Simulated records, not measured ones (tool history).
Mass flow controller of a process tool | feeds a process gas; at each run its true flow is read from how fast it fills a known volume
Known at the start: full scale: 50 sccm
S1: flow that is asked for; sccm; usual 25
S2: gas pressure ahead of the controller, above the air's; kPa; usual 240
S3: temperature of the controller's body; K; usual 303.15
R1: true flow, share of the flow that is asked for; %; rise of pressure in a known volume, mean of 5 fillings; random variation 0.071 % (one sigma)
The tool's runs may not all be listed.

{"run": 1, "hour": 0.0, "S1": 25, "S2": 240, "S3": 303.15, "R1": 99.82}
{"run": 2, "hour": 54.2, "S1": 25, "S2": 240, "S3": 303.15, "R1": 99.9}
{"run": 3, "hour": 111.0, "S1": 25, "S2": 240, "S3": 303.15, "R1": 99.89}
{"run": 4, "hour": 185.5, "S1": 29, "S2": 240, "S3": 303.15, "R1": 99.88}
{"run": 5, "hour": 244.1, "S1": 29, "S2": 240, "S3": 303.15, "R1": 100.06}
{"run": 6, "hour": 317.0, "S1": 29, "S2": 240, "S3": 303.15, "R1": 100.13}
{"run": 7, "hour": 364.9, "S1": 29, "S2": 240, "S3": 303.15, "R1": 100.03}
{"run": 8, "hour": 469.6, "S1": 29, "S2": 240, "S3": 303.15, "R1": 100.11}
{"run": 9, "hour": 528.5, "S1": 29, "S2": 240, "S3": 303.15, "R1": 100.13}
{"run": 10, "hour": 605.8, "S1": 29, "S2": 240, "S3": 307.15, "R1": 100.52}
{"run": 11, "hour": 653.7, "S1": 29, "S2": 240, "S3": 307.15, "R1": 100.46}
{"run": 12, "hour": 755.4, "S1": 29, "S2": 254, "S3": 307.15, "R1": 100.64}
{"run": 13, "hour": 854.6, "S1": 29, "S2": 254, "S3": 307.15, "R1": 100.59}
{"run": 14, "hour": 971.3, "S1": 29, "S2": 254, "S3": 307.15, "R1": 100.51}
{"run": 15, "hour": 1088.2, "S1": 25, "S2": 165, "S3": 303.15, "R1": 100.44}
{"run": 16, "hour": 1189.7, "S1": 25, "S2": 165, "S3": 303.15, "R1": 100.48}
{"run": 17, "hour": 1264.9, "S1": 25, "S2": 165, "S3": 303.15, "R1": 100.48}
{"run": 18, "hour": 1350.3, "S1": 25, "S2": 165, "S3": 303.15, "R1": 100.58}
{"run": 19, "hour": 1457.7, "S1": 25, "S2": 165, "S3": 303.15, "R1": 100.45}
{"run": 20, "hour": 1574.5, "S1": 25, "S2": 165, "S3": 303.15, "R1": 100.64}
{"run": 21, "hour": 1651.8, "S1": 25, "S2": 165, "S3": 303.15, "R1": 100.56}
{"run": 22, "hour": 1756.4, "S1": 25, "S2": 165, "S3": 303.15, "R1": 100.63}
{"run": 23, "hour": 1862.4, "S1": 49, "S2": 240, "S3": 305.15, "R1": 101.06}
{"run": 24, "hour": 1923.7, "S1": 7, "S2": 170, "S3": 309.15, "R1": 100.91}
{"run": 25, "hour": 1998.1, "S1": 25, "S2": 172, "S3": 303.15, "R1": 100.52}
{"run": 26, "hour": 2112.8, "S1": 15, "S2": 202, "S3": 295.15, "R1": 99.54}
{"run": 27, "hour": 2191.8, "S1": 6, "S2": 240, "S3": 301.15, "R1": 99.87}
{"run": 28, "hour": 2304.9, "S1": 25, "S2": 153, "S3": 303.15, "R1": 100.86}
{"run": 29, "hour": 2371.1, "S1": 5, "S2": 240, "S3": 295.15, "R1": 99.27}
{"run": 30, "hour": 2459.3, "S1": 7, "S2": 234, "S3": 294.15, "R1": 99.3}
{"run": 31, "hour": 2519.6, "S1": 12, "S2": 240, "S3": 303.15, "R1": 100.27}
{"run": 32, "hour": 2625.2, "S1": 12, "S2": 240, "S3": 303.15, "R1": 100.23}
{"run": 33, "hour": 2697.3, "S1": 21, "S2": 146, "S3": 303.15, "R1": 100.78}
{"run": 34, "hour": 2755.6, "S1": 21, "S2": 146, "S3": 303.15, "R1": 100.93}
{"run": 35, "hour": 2854.2, "S1": 10, "S2": 240, "S3": 303.15, "R1": 100.36}
{"run": 36, "hour": 2933.5, "S1": 43, "S2": 160, "S3": 298.15, "R1": 100.73}

Some steps in R1 between neighbouring runs. How much of each would the tool show without its hidden state too (settings, what came in, random variation), and how much is left for the hidden state, with any gauge scatter that isn't in both results?
The hidden state here: flow at rest that the sensor doesn't see, % of full scale; true flow over the shown one, %; drift of the gauge itself on true_pct, %.
Run 3 -> 4: S1 25 -> 29. R1 -0.01 %: hidden state +0.03, all else -0.04.
Run 7 -> 8: no setting changed, nothing entered. R1 +0.08 %: hidden state +0.03, all else +0.05.
Run 13 -> 14: no setting changed, nothing entered. R1 -0.08 %: hidden state +0.04, all else -0.12.
Run 25 -> 26: S1 25 -> 15, S2 172 -> 202, S3 303.15 -> 295.15. R1 -0.98 %: hidden state +0.03, all else -1.01.
Run 27 -> 28: S1 6 -> 25, S2 240 -> 153, S3 301.15 -> 303.15. R1 +0.99 %: hidden state +0.03, all else +0.96.
Run 28 -> 29: S1 25 -> 5, S2 153 -> 240, S3 303.15 -> 295.15. R1 -1.59 %: hidden state +0.02, all else -1.61.

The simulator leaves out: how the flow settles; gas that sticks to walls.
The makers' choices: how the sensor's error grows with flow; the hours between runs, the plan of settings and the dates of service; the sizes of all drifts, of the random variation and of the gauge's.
